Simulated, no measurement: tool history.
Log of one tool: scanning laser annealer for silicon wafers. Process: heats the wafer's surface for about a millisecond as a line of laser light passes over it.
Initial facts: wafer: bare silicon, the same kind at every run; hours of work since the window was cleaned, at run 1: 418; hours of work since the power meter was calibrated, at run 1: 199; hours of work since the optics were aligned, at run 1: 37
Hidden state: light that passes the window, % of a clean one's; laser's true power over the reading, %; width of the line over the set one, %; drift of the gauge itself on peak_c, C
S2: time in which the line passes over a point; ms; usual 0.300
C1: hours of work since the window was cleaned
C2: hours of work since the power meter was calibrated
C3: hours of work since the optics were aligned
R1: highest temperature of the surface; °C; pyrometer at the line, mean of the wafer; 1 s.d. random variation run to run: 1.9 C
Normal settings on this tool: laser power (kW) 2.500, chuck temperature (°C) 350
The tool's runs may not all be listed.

run 1 hour=0.0 | laser_power_(kW)=2.500 S2=0.300 chuck_temperature_(°C)=350 | C1=418 C2=199 C3=37 | R1=1100
run 2 hour=9.4 | laser_power_(kW)=2.500 S2=0.300 chuck_temperature_(°C)=350 | C1=425 C2=207 C3=44 | R1=1096
run 3 hour=23.8 | laser_power_(kW)=2.500 S2=0.300 chuck_temperature_(°C)=350 | C1=437 C2=218 C3=56 | R1=1095
run 4 hour=35.0 | laser_power_(kW)=2.500 S2=0.300 chuck_temperature_(°C)=350 | C1=446 C2=227 C3=65 | R1=1098
run 5 hour=49.9 | laser_power_(kW)=2.500 S2=0.300 chuck_temperature_(°C)=350 | C1=457 C2=239 C3=77 | R1=1094
run 6 hour=56.6 | laser_power_(kW)=2.500 S2=0.300 chuck_temperature_(°C)=350 | C1=463 C2=244 C3=82 | R1=1094
run 7 hour=63.6 | laser_power_(kW)=2.500 S2=0.300 chuck_temperature_(°C)=350 | C1=468 C2=250 C3=87 | R1=1094
run 8 hour=72.0 | laser_power_(kW)=2.498 S2=0.300 chuck_temperature_(°C)=350 | C1=475 C2=257 C3=94 | R1=1091
run 9 hour=83.2 | laser_power_(kW)=2.498 S2=0.300 chuck_temperature_(°C)=350 | C1=484 C2=265 C3=103 | R1=1092
run 10 hour=95.9 | laser_power_(kW)=2.498 S2=0.300 chuck_temperature_(°C)=350 | C1=494 C2=275 C3=113 | R1=1090

What does the tool deliver on the next run?
run 11 hour=103.6 | laser_power_(kW)=2.131 S2=0.308 chuck_temperature_(°C)=345 | C1=500 C2=282 C3=119 | R1=?

Logged for run 11: R1 975 °C.
With the hidden condition absent and the run-to-run variation left alone, this run would have shown R1 1014 °C.
